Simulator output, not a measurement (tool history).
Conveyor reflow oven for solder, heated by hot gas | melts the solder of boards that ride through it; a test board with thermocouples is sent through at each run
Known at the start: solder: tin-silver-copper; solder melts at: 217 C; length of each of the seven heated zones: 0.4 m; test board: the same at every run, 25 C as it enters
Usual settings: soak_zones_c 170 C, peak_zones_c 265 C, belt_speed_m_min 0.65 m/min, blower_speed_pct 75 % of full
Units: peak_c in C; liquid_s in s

run 1 hour=0 | soak_zones_c=170 peak_zones_c=265 belt_speed_m_min=0.65 blower_speed_pct=75 | peak_c=253.3 liquid_s=55.8
run 2 hour=4.9 | soak_zones_c=170 peak_zones_c=262 belt_speed_m_min=0.65 blower_speed_pct=75 | peak_c=250.5 liquid_s=54.5
run 3 hour=11.6 | soak_zones_c=170 peak_zones_c=262 belt_speed_m_min=0.65 blower_speed_pct=75 | peak_c=250.5 liquid_s=53.6
run 4 hour=22.2 | soak_zones_c=170 peak_zones_c=262 belt_speed_m_min=0.65 blower_speed_pct=75 | peak_c=250.5 liquid_s=54.3
run 5 hour=29.8 | soak_zones_c=170 peak_zones_c=262 belt_speed_m_min=0.65 blower_speed_pct=75 | peak_c=250.6 liquid_s=53.8
run 6 hour=35.8 | soak_zones_c=164 peak_zones_c=265 belt_speed_m_min=0.65 blower_speed_pct=75 | peak_c=252.3 liquid_s=53.7
run 7 hour=41.4 | soak_zones_c=164 peak_zones_c=265 belt_speed_m_min=0.65 blower_speed_pct=75 | peak_c=252.3 liquid_s=53.1
run 8 hour=47 | soak_zones_c=185 peak_zones_c=266 belt_speed_m_min=0.552 blower_speed_pct=75 | peak_c=259.5 liquid_s=77
-- hour=51.4 belt drive overhauled, speed set with a stopwatch
run 9 hour=60.8 | soak_zones_c=170 peak_zones_c=263 belt_speed_m_min=0.618 blower_speed_pct=75 | peak_c=252.8 liquid_s=59
run 10 hour=69.3 | soak_zones_c=170 peak_zones_c=263 belt_speed_m_min=0.618 blower_speed_pct=75 | peak_c=252.7 liquid_s=58.6
run 11 hour=80.2 | soak_zones_c=174 peak_zones_c=265 belt_speed_m_min=0.65 blower_speed_pct=75 | peak_c=253.6 liquid_s=57.5
-- hour=91 belt drive overhauled, speed set with a stopwatch, once more
run 12 hour=95.7 | soak_zones_c=179 peak_zones_c=265 belt_speed_m_min=0.603 blower_speed_pct=85 | peak_c=257.1 liquid_s=66.8
run 13 hour=101.1 | soak_zones_c=182 peak_zones_c=267 belt_speed_m_min=0.671 blower_speed_pct=87 | peak_c=257.3 liquid_s=60.5

Some steps in peak_c between neighbouring runs. How much of each would the tool show without its hidden state too (settings, what came in, random variation), and how much is left for the hidden state, with any gauge scatter that isn't in both results?
The hidden state here: heat that the gas passes to the board, % of a clean oven's; belt's true speed, % of the reading; true gas temperature in zones 6 and 7 over the reading, C; drift of the gauge itself on peak_c, C; drift of the gauge itself on liquid_s, %.
Run 7 -> 8: soak_zones_c 164 -> 185, peak_zones_c 265 -> 266, belt_speed_m_min 0.65 -> 0.552. peak_c +7.2 C: hidden state +0.4, all else +6.8.
